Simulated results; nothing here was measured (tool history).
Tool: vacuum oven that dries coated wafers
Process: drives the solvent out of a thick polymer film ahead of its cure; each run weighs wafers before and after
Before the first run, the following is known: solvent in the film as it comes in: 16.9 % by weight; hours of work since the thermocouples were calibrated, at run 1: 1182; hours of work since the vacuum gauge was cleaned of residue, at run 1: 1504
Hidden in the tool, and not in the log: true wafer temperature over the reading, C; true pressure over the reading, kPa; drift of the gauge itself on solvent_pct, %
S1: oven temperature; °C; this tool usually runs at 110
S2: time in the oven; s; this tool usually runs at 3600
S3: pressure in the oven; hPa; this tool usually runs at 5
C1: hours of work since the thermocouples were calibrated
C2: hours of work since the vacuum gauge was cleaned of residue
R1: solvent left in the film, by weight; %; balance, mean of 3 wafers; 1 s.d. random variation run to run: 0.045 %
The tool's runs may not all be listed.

run 1 hour=0 | S1=110 S2=3600 S3=5 | C1=1182 C2=1504 | R1=0.65
run 2 hour=77.9 | S1=110 S2=3600 S3=5 | C1=1243 C2=1565 | R1=0.63
run 3 hour=130.6 | S1=110 S2=3600 S3=5 | C1=1284 C2=1606 | R1=0.57
run 4 hour=194.5 | S1=110 S2=3600 S3=5 | C1=1334 C2=1656 | R1=0.57
run 5 hour=253.6 | S1=110 S2=3600 S3=5 | C1=1380 C2=1702 | R1=0.54
run 6 hour=308 | S1=110 S2=3600 S3=5 | C1=1422 C2=1744 | R1=0.55
run 7 hour=358.4 | S1=110 S2=2100 S3=5 | C1=1461 C2=1784 | R1=2.04
run 8 hour=433 | S1=110 S2=2100 S3=5 | C1=1520 C2=1842 | R1=1.88
-- hour=447.6 oven's thermocouples calibrated
run 9 hour=516.7 | S1=110 S2=2100 S3=5 | C1=54 C2=1906 | R1=2.06
run 10 hour=570.5 | S1=111 S2=3600 S3=5 | C1=96 C2=1948 | R1=0.49
run 11 hour=658 | S1=111 S2=3600 S3=5 | C1=164 C2=2016 | R1=0.52
run 12 hour=704.6 | S1=110 S2=3300 S3=5 | C1=200 C2=2052 | R1=0.67
run 13 hour=741.6 | S1=110 S2=2160 S3=5 | C1=229 C2=2081 | R1=1.84
run 14 hour=791.3 | S1=110 S2=2160 S3=5 | C1=268 C2=2120 | R1=1.99
run 15 hour=842.5 | S1=110 S2=2160 S3=5 | C1=308 C2=2160 | R1=1.9
run 16 hour=932.1 | S1=110 S2=2160 S3=5 | C1=378 C2=2230 | R1=1.89
run 17 hour=1006.9 | S1=110 S2=2160 S3=5 | C1=436 C2=2288 | R1=1.92
run 18 hour=1053.7 | S1=110 S2=3600 S3=5 | C1=473 C2=2324 | R1=0.56
run 19 hour=1113.2 | S1=116 S2=3600 S3=5 | C1=519 C2=2371 | R1=0.15
run 20 hour=1201.6 | S1=116 S2=3600 S3=5 | C1=588 C2=2440 | R1=0.18
run 21 hour=1284.8 | S1=110 S2=3900 S3=5 | C1=653 C2=2505 | R1=0.43
run 22 hour=1344.3 | S1=110 S2=3900 S3=5.24 | C1=699 C2=2551 | R1=0.41
run 23 hour=1430.8 | S1=122 S2=3060 S3=5.02 | C1=767 C2=2619 | R1=0.13
run 24 hour=1495.9 | S1=98 S2=3060 S3=3.76 | C1=817 C2=2669 | R1=3.67
run 25 hour=1549.4 | S1=98 S2=3060 S3=3.76 | C1=859 C2=2711 | R1=3.64
run 26 hour=1609 | S1=98 S2=3060 S3=3.76 | C1=906 C2=2757 | R1=3.62
-- hour=1673.3 vacuum gauge cleaned of residue and calibrated
run 27 hour=1673.3 | S1=124 S2=2220 S3=13.79 | C1=955 C2=0 | R1=0.26
run 28 hour=1714.7 | S1=110 S2=2760 S3=6.57 | C1=987 C2=32 | R1=1.18
run 29 hour=1760.7 | S1=111 S2=3600 S3=5 | C1=1023 C2=68 | R1=0.44
run 30 hour=1822.6 | S1=116 S2=2580 S3=7.91 | C1=1071 C2=116 | R1=0.55
run 31 hour=1907 | S1=116 S2=2580 S3=7.91 | C1=1137 C2=182 | R1=0.65
run 32 hour=1971.1 | S1=113 S2=5820 S3=2.8 | C1=1187 C2=232 | R1=0.1
run 33 hour=2047.2 | S1=110 S2=2160 S3=11.32 | C1=1246 C2=292 | R1=1.99
run 34 hour=2084 | S1=107 S2=3120 S3=5 | C1=1275 C2=320 | R1=1.26
run 35 hour=2166.6 | S1=121 S2=3600 S3=3.41 | C1=1339 C2=385 | R1=0.02
run 36 hour=2257.3 | S1=121 S2=3600 S3=3.41 | C1=1410 C2=455 | R1=0.02
run 37 hour=2300 | S1=110 S2=4500 S3=7.39 | C1=1443 C2=489 | R1=0.29
run 38 hour=2339 | S1=105 S2=3600 S3=12.06 | C1=1474 C2=519 | R1=1.38
-- hour=2407.9 oven's thermocouples calibrated
run 39 hour=2415.2 | S1=125 S2=2520 S3=16.08 | C1=6 C2=577 | R1=0.25

Below are 4 alternative next runs, each starting from the tool's condition after run 39. Predict each:
run A hour=2488.1 | S1=96 S2=3600 S3=6.81 | C1=63 C2=634 | R1=?
run B hour=2488.1 | S1=120 S2=2760 S3=10.91 | C1=63 C2=634 | R1=?
run C hour=2488.1 | S1=110 S2=3060 S3=14.4 | C1=63 C2=634 | R1=?
run D hour=2488.1 | S1=103 S2=1980 S3=16.08 | C1=63 C2=634 | R1=?

run=A R1=3.53
run=B R1=0.26
run=C R1=1.15
run=D R1=4.39
The same runs, with their run-to-run variation unchanged, on a tool lacking any hidden condition would have given:
run=A R1=3.53
run=B R1=0.26
run=C R1=1.15
run=D R1=4.39

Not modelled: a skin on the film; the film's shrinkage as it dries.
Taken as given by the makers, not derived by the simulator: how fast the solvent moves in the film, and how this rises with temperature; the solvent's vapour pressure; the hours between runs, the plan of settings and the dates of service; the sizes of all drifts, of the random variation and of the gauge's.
